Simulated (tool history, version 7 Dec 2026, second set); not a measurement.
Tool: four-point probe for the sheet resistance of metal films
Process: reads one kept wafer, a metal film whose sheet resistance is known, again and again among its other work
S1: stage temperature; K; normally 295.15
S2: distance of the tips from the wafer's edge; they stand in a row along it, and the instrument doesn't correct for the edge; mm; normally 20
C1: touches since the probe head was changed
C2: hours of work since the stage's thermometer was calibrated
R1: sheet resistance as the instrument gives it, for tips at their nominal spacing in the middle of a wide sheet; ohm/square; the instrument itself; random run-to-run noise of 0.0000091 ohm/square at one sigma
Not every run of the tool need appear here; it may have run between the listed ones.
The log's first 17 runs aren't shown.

Run 18, day 7.258: usual settings; C1 29871; C2 2056. Result: R1 0.045444 ohm/square.
Run 19, day 7.775: usual settings; C1 30361; C2 2064. Result: R1 0.045436 ohm/square.
Run 20, day 8.233: usual settings; C1 30795; C2 2071. Result: R1 0.045443 ohm/square.
Run 21, day 8.812: usual settings; C1 31348; C2 2080. Result: R1 0.045423 ohm/square.
Run 22, day 9.088: usual settings; C1 31609; C2 2084. Result: R1 0.045428 ohm/square.
Run 23, day 9.358: usual settings but S1 306.15 K, S2 3 mm; C1 31869; C2 2088. Result: R1 0.049376 ohm/square.
Run 24, day 9.625: usual settings but S1 306.15 K, S2 3 mm; C1 32119; C2 2092. Result: R1 0.049378 ohm/square.
Run 25, day 10.004: usual settings but S1 306.15 K, S2 3 mm; C1 32481; C2 2098. Result: R1 0.049382 ohm/square.
Run 26, day 10.592: usual settings but S1 306.15 K, S2 3 mm; C1 33041; C2 2107. Result: R1 0.049357 ohm/square.
Run 27, day 11.208: usual settings but S1 300.15 K, S2 19 mm; C1 33630; C2 2117. Result: R1 0.045476 ohm/square.
Run 28, day 11.838: usual settings but S1 300.15 K, S2 19 mm; C1 34225; C2 2127. Result: R1 0.045474 ohm/square.
Run 29, day 12.15: usual settings but S1 303.15 K, S2 5 mm; C1 34523; C2 2132. Result: R1 0.046917 ohm/square.
Run 30, day 12.742: usual settings but S1 303.15 K, S2 5 mm; C1 35085; C2 2141. Result: R1 0.046933 ohm/square.
Run 31, day 13.108: usual settings but S1 303.15 K, S2 5 mm; C1 35434; C2 2147. Result: R1 0.046902 ohm/square.
Run 32, day 13.538: usual settings but S1 303.15 K, S2 5 mm; C1 35844; C2 2153. Result: R1 0.046909 ohm/square.

Forecast run 33:
Run 33, day 14.042: usual settings but S2 43 mm; C1 36326; C2 2161. Result: R1 ?.

For run 33 the tool returned R1 0.045337 ohm/square.
Take away the tool's hidden state, keep the run-to-run variation as it was, and the same run would have given R1 0.045606 ohm/square.
